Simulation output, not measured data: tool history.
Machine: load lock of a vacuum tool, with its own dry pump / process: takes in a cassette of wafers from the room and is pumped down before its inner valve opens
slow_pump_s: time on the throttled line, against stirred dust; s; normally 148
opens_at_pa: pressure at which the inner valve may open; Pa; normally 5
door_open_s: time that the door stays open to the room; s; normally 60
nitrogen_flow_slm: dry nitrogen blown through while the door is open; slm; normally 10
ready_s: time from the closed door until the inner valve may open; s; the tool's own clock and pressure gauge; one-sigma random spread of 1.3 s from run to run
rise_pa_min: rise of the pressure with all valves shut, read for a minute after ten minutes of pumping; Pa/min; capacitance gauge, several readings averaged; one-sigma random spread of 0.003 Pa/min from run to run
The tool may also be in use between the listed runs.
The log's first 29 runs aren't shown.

run    hour  slow_pump_s  opens_at_pa  door_open_s  nitrogen_flow_slm  incoming humidity of the room's air, %  ready_s  rise_pa_min
 30  2910.3          267            8           28                  6                                    49.3    322.9        0.146
 31  2991.3          235            8           43                  6                                    45.6    294.0        0.155
 32  3085.9           93            5           43                  6                                    43.9    182.3        0.159
 33  3158.6           93            5           43                  6                                    43.2    184.6        0.164
 34  3294.6          250           10          231                 25                                    44.3    307.0        0.174
 35  3420.4           83            5          174                 16                                    47.5    178.1        0.186
 36  3531.3           83            5          174                 16                                    47.7    177.8        0.189
 37  3613.5           95            5           60                 10                                    45.7    189.2        0.180

Each row is a separate what-if for the run after 37, all from the same tool condition, not one after another. Results?
  A  3742.9          148            5           42                  9                                    42.8        ?            ?
  B  3742.9          148            5           60                 10                                    41.0        ?            ?
  C  3742.9           84            7           60                 36                                    45.1        ?            ?

run  ready_s  rise_pa_min
  A    227.9        0.185
  B    230.4        0.185
  C    172.0        0.178
Without the tool's unlogged condition, the same runs would have read:
run  ready_s  rise_pa_min
  A    215.2        0.023
  B    217.5        0.020
  C    158.3        0.013
